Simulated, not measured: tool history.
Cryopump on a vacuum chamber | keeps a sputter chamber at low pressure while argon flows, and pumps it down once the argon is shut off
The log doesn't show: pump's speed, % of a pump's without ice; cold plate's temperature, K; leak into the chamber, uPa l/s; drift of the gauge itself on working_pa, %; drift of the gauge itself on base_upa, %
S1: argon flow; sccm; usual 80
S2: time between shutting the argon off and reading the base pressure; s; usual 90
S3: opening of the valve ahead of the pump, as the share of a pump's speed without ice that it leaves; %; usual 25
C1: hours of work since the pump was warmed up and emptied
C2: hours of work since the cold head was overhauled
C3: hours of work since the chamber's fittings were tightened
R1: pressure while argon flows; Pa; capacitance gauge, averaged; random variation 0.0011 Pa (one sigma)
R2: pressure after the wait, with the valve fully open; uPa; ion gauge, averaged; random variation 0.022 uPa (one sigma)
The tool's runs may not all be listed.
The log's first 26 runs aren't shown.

run,hour,S1,S2,S3,C1,C2,C3,R1,R2
27,503.4,145,90,35,540,540,2672,0.3470,1.82
28,515.4,145,90,27,548,548,2681,0.4395,1.79
29,526.9,36,227,46,556,556,2689,0.0675,1.53
30,548.5,36,227,46,572,572,2704,0.0669,1.67
31,564.8,80,40,55,583,583,2716,0.1309,2.36
32,577.4,80,57,25,592,592,2725,0.2626,2.15
33,600.8,80,57,25,609,609,2741,0.2624,2.13
34,612.1,80,57,25,617,617,2749,0.2640,2.18

4 ways to go on from here, each from the tool as it stands after run 34. What would each give?
A,634.4,72,181,52,633,633,2765,?,?
B,634.4,45,90,25,633,633,2765,?,?
C,634.4,138,90,21,633,633,2765,?,?
D,634.4,80,57,53,633,633,2765,?,?

run,R1,R2
A,0.1263,1.80
B,0.1488,1.92
C,0.5318,1.95
D,0.1381,2.15
Without the tool's hidden state the same runs would have given:
run,R1,R2
A,0.1035,0.37
B,0.1347,0.55
C,0.4884,0.53
D,0.1128,0.76

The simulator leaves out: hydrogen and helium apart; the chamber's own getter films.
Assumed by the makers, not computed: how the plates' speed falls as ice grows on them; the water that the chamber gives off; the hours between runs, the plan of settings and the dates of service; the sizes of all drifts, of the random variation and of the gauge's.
